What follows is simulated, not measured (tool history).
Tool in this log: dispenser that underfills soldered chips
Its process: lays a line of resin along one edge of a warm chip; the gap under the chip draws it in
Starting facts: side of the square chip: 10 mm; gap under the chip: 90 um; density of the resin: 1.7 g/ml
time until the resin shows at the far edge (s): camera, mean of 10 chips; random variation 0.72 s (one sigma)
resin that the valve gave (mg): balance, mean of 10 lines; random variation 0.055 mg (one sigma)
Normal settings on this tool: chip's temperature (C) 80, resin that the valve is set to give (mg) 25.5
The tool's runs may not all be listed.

run    day  chip's temperature (C)  resin that the valve is set to give (mg)  time until the resin shows at the far edge (s)  resin that the valve gave (mg)
  1  0.000                      80                                      25.5                                            83.0                           25.28
  2  0.225                      80                                      25.5                                            69.7                           25.26
  3  0.500                      80                                      25.5                                            83.4                           25.22
  4  0.738                      80                                      24.8                                            69.1                           24.58
  5  0.900                      80                                      24.8                                            75.7                           24.37
  6  1.075                      80                                      24.8                                            83.7                           24.43
  7  1.392                      80                                      24.8                                            72.4                           24.28
  8  1.700                      80                                      24.8                                            65.7                           24.31
  9  2.012                      80                                      24.8                                            79.2                           24.27
 10  2.329                      80                                      24.8                                            70.8                           24.20
 11  2.592                      80                                      24.8                                            83.3                           24.11
 12  2.896                      80                                      26.3                                            69.4                           25.53
 13  3.196                      80                                      26.3                                            83.3                           25.47
 14  3.425                      76                                      25.5                                            83.5                           24.56
 15  3.700                      76                                      25.5                                            96.7                           25.57
 16  3.988                      76                                      29.0                                            79.7                           28.95
 17  4.300                      76                                      29.0                                            97.9                           28.90
 18  4.567                      76                                      29.0                                            84.2                           28.90
 19  4.825                      86                                      28.8                                            68.7                           28.50
 20  5.054                      73                                      23.7                                            92.3                           23.48
 21  5.283                      73                                      23.7                                           104.2                           23.50
 22  5.562                      70                                      27.3                                            99.6                           26.93
 23  5.804                      70                                      27.3                                           115.1                           26.91
 24  6.071                      77                                      25.0                                            78.3                           24.44
 25  6.367                      75                                      32.2                                            96.2                           31.63
 26  6.525                      76                                      25.8                                            75.0                           25.20
 27  6.792                      71                                      26.3                                           104.2                           25.67
 28  7.008                      80                                      24.0                                            63.4                           23.36
 29  7.196                      88                                      26.2                                            55.9                           25.49
 30  7.383                      87                                      24.2                                            64.8                           23.49
 31  7.688                      73                                      24.6                                            92.2                           23.85
 32  7.992                      84                                      26.8                                            76.2                           25.81
 33  8.308                      68                                      30.0                                           110.0                           29.97
 34  8.612                      82                                      29.5                                            59.3                           29.33
 35  8.838                      72                                      27.9                                            95.3                           27.75
 36  9.046                      80                                      32.2                                            82.1                           31.97

Taken out of this log: 19 entries between the listed runs. Where each belongs, and how the hidden state differs across it:
Runs 1 to 2: new syringe of resin (day 0.100)
  resin's viscosity, % of fresh resin's: 127.5 -> 108.3; dose that the valve gives, % of what is set: 99.24 -> 99.08; true chip temperature over the reading, C: 0.71 -> 0.73
  measured less the result without the state, time until the resin shows at the far edge (s): +16.3 -> +3.8; resin that the valve gave (mg): -0.19 -> -0.24
Runs 3 to 4: new syringe of resin (day 0.638)
  resin's viscosity, % of fresh resin's: 128.3 -> 106.5; dose that the valve gives, % of what is set: 98.84 -> 98.65; true chip temperature over the reading, C: 0.75 -> 0.77
  measured less the result without the state, time until the resin shows at the far edge (s): +16.8 -> +2.6; resin that the valve gave (mg): -0.29 -> -0.33
Runs 6 to 7: new syringe of resin (day 1.154)
  resin's viscosity, % of fresh resin's: 131.2 -> 114; dose that the valve gives, % of what is set: 98.35 -> 98.11; true chip temperature over the reading, C: 0.8 -> 0.83
  measured less the result without the state, time until the resin shows at the far edge (s): +18.3 -> +7.3; resin that the valve gave (mg): -0.41 -> -0.47
Runs 7 to 8: new syringe of resin (day 1.671)
  resin's viscosity, % of fresh resin's: 114 -> 101; dose that the valve gives, % of what is set: 98.11 -> 97.83; true chip temperature over the reading, C: 0.83 -> 0.85
  measured less the result without the state, time until the resin shows at the far edge (s): +7.3 -> -1.0; resin that the valve gave (mg): -0.47 -> -0.54
Runs 9 to 10: new syringe of resin (day 2.188)
  resin's viscosity, % of fresh resin's: 122.4 -> 109.2; dose that the valve gives, % of what is set: 97.58 -> 97.31; true chip temperature over the reading, C: 0.87 -> 0.9
  measured less the result without the state, time until the resin shows at the far edge (s): +12.8 -> +4.2; resin that the valve gave (mg): -0.61 -> -0.67
Runs 11 to 12: new syringe of resin (day 2.729)
  resin's viscosity, % of fresh resin's: 128.7 -> 109.2; dose that the valve gives, % of what is set: 97.07 -> 96.8; true chip temperature over the reading, C: 0.92 -> 0.94
  measured less the result without the state, time until the resin shows at the far edge (s): +16.8 -> +4.0; resin that the valve gave (mg): -0.73 -> -0.84
Runs 13 to 14: new syringe of resin (day 3.250)
  resin's viscosity, % of fresh resin's: 131.5 -> 112.9; dose that the valve gives, % of what is set: 96.55 -> 96.36; true chip temperature over the reading, C: 0.97 -> 0.99
  measured less the result without the state, time until the resin shows at the far edge (s): +18.0 -> +7.3; resin that the valve gave (mg): -0.91 -> -0.93
Runs 14 to 15: dispensing valve cleaned and set on the balance (day 3.554)
  resin's viscosity, % of fresh resin's: 112.9 -> 130.6; dose that the valve gives, % of what is set: 96.36 -> 100.17; true chip temperature over the reading, C: 0.99 -> 1.01
  measured less the result without the state, time until the resin shows at the far edge (s): +7.3 -> +20.1; resin that the valve gave (mg): -0.93 -> +0.04
Runs 15 to 16: new syringe of resin (day 3.812)
  resin's viscosity, % of fresh resin's: 130.6 -> 109.9; dose that the valve gives, % of what is set: 100.17 -> 99.91; true chip temperature over the reading, C: 1.01 -> 1.03
  measured less the result without the state, time until the resin shows at the far edge (s): +20.1 -> +4.6; resin that the valve gave (mg): +0.04 -> -0.02
Runs 17 to 18: new syringe of resin (day 4.342)
  resin's viscosity, % of fresh resin's: 133 -> 114.6; dose that the valve gives, % of what is set: 99.63 -> 99.41; true chip temperature over the reading, C: 1.06 -> 1.08
  measured less the result without the state, time until the resin shows at the far edge (s): +21.7 -> +8.0; resin that the valve gave (mg): -0.10 -> -0.17
Runs 19 to 20: new syringe of resin (day 4.871)
  resin's viscosity, % of fresh resin's: 134.3 -> 112; dose that the valve gives, % of what is set: 99.21 -> 99.01; true chip temperature over the reading, C: 1.1 -> 1.12
  measured less the result without the state, time until the resin shows at the far edge (s): +15.8 -> +6.8; resin that the valve gave (mg): -0.22 -> -0.23
Runs 21 to 22: new syringe of resin (day 5.392)
  resin's viscosity, % of fresh resin's: 129 -> 112.4; dose that the valve gives, % of what is set: 98.81 -> 98.58; true chip temperature over the reading, C: 1.14 -> 1.16
  measured less the result without the state, time until the resin shows at the far edge (s): +20.4 -> +7.4; resin that the valve gave (mg): -0.29 -> -0.38
Runs 23 to 24: new syringe of resin (day 5.925)
  resin's viscosity, % of fresh resin's: 130.4 -> 109.8; dose that the valve gives, % of what is set: 98.36 -> 98.16; true chip temperature over the reading, C: 1.18 -> 1.2
  measured less the result without the state, time until the resin shows at the far edge (s): +23.2 -> +4.1; resin that the valve gave (mg): -0.45 -> -0.46
Runs 25 to 26: new syringe of resin (day 6.446)
  resin's viscosity, % of fresh resin's: 131.6 -> 103; dose that the valve gives, % of what is set: 97.88 -> 97.75; true chip temperature over the reading, C: 1.22 -> 1.24
  measured less the result without the state, time until the resin shows at the far edge (s): +20.1 -> -0.7; resin that the valve gave (mg): -0.68 -> -0.58
Runs 27 to 28: new syringe of resin (day 6.971)
  resin's viscosity, % of fresh resin's: 121.6 -> 100.8; dose that the valve gives, % of what is set: 97.51 -> 97.32; true chip temperature over the reading, C: 1.26 -> 1.28
  measured less the result without the state, time until the resin shows at the far edge (s): +14.8 -> -1.9; resin that the valve gave (mg): -0.65 -> -0.65
Runs 30 to 31: new syringe of resin (day 7.492)
  resin's viscosity, % of fresh resin's: 127.3 -> 114.2; dose that the valve gives, % of what is set: 97.01 -> 96.74; true chip temperature over the reading, C: 1.31 -> 1.33
  measured less the result without the state, time until the resin shows at the far edge (s): +12.0 -> +8.0; resin that the valve gave (mg): -0.73 -> -0.81
Runs 32 to 33: new syringe of resin (day 8.033); dispensing valve cleaned and set on the balance (day 8.075)
  resin's viscosity, % of fresh resin's: 137.6 -> 115.2; dose that the valve gives, % of what is set: 96.47 -> 99.92; true chip temperature over the reading, C: 1.36 -> 1.38
  measured less the result without the state, time until the resin shows at the far edge (s): +18.4 -> +9.8; resin that the valve gave (mg): -0.95 -> -0.02
Runs 33 to 34: new syringe of resin (day 8.612)
  resin's viscosity, % of fresh resin's: 115.2 -> 102; dose that the valve gives, % of what is set: 99.92 -> 99.67; true chip temperature over the reading, C: 1.38 -> 1.4
  measured less the result without the state, time until the resin shows at the far edge (s): +9.8 -> -1.5; resin that the valve gave (mg): -0.02 -> -0.10

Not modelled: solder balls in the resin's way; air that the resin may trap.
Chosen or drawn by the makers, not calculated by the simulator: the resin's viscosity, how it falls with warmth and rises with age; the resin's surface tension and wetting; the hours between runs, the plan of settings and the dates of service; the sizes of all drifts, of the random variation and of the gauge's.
